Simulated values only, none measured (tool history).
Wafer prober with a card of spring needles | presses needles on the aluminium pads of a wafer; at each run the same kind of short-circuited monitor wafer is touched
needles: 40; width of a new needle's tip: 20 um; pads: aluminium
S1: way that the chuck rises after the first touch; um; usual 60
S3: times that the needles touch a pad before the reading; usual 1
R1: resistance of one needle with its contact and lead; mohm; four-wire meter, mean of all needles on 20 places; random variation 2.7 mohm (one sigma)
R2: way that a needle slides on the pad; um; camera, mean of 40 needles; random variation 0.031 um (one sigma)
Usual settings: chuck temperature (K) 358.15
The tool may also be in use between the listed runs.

run 1 hour=0.0 | S1=60 chuck_temperature_(K)=358.15 S3=1 | R1=315 R2=16.50
run 2 hour=5.1 | S1=60 chuck_temperature_(K)=358.15 S3=1 | R1=304 R2=16.45
run 3 hour=12.6 | S1=60 chuck_temperature_(K)=358.15 S3=1 | R1=311 R2=16.46
run 4 hour=21.0 | S1=60 chuck_temperature_(K)=358.15 S3=1 | R1=310 R2=16.44
run 5 hour=25.5 | S1=60 chuck_temperature_(K)=358.15 S3=1 | R1=309 R2=16.49
run 6 hour=31.1 | S1=60 chuck_temperature_(K)=358.15 S3=1 | R1=310 R2=16.44
run 7 hour=37.0 | S1=60 chuck_temperature_(K)=358.15 S3=2 | R1=307 R2=16.49
run 8 hour=41.7 | S1=62 chuck_temperature_(K)=358.15 S3=1 | R1=309 R2=16.95
run 9 hour=51.3 | S1=62 chuck_temperature_(K)=358.15 S3=1 | R1=307 R2=17.00
run 10 hour=61.1 | S1=62 chuck_temperature_(K)=358.15 S3=1 | R1=312 R2=17.00
run 11 hour=66.2 | S1=62 chuck_temperature_(K)=358.15 S3=1 | R1=314 R2=16.98
run 12 hour=74.4 | S1=60 chuck_temperature_(K)=307.15 S3=1 | R1=295 R2=16.50
run 13 hour=78.9 | S1=44 chuck_temperature_(K)=331.15 S3=3 | R1=314 R2=12.07
run 14 hour=87.0 | S1=44 chuck_temperature_(K)=331.15 S3=3 | R1=314 R2=12.03
run 15 hour=95.0 | S1=60 chuck_temperature_(K)=300.15 S3=2 | R1=287 R2=16.43
run 16 hour=103.1 | S1=60 chuck_temperature_(K)=300.15 S3=1 | R1=289 R2=16.47
run 17 hour=108.8 | S1=44 chuck_temperature_(K)=300.15 S3=1 | R1=302 R2=12.06
run 18 hour=114.3 | S1=60 chuck_temperature_(K)=354.15 S3=2 | R1=311 R2=16.51
run 19 hour=118.6 | S1=60 chuck_temperature_(K)=354.15 S3=2 | R1=308 R2=16.45
run 20 hour=128.1 | S1=43 chuck_temperature_(K)=307.15 S3=1 | R1=301 R2=11.84
run 21 hour=138.1 | S1=75 chuck_temperature_(K)=300.15 S3=1 | R1=282 R2=20.50
run 22 hour=144.2 | S1=75 chuck_temperature_(K)=300.15 S3=1 | R1=286 R2=20.51

Not shown: 4 entries that the log had between the listed runs. Between which runs, and how does the tool's hidden state differ before and after?
Between runs 3 and 4: tips cleaned on abrasive film (hour 14.9)
  debris on the tips, nm: 0.3 -> 0.1
Between runs 8 and 9: tips cleaned on abrasive film (hour 51.1)
  debris on the tips, nm: 0.3 -> 0
Between runs 13 and 14: tips cleaned on abrasive film (hour 87.0)
  debris on the tips, nm: 0.3 -> 0
Between runs 19 and 20: tips cleaned on abrasive film (hour 122.7)
  debris on the tips, nm: 0.3 -> 0.1
